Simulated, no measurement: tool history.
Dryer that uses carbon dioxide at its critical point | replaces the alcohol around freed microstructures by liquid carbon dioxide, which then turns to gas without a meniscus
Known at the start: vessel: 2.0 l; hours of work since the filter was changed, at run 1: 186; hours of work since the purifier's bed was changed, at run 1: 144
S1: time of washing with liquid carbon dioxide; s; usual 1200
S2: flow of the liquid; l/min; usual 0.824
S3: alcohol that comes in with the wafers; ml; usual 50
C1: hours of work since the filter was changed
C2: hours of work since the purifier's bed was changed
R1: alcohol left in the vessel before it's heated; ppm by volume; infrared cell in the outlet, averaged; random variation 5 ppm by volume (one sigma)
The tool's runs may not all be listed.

run  hour    S1     S2  S3   C1   C2   R1
  1     0  1200  0.824  50  186  144   73
  2   7.3  1200  0.728  50  188  146  119
  3  14.4  1200  0.824  49  190  149   66
  4  20.4  1200  0.824  50  192  151   72
  5  31.2  1200  0.824  50  196  154   77
  6  43.9  1560   0.54  96  200  159  258

The next listed run, before its measurement:
  7  49.5  1560  0.54  96  202  161   ?

Run 7 gave R1 261 ppm by volume.
Without the tool's hidden state the same run would have given R1 124 ppm by volume.
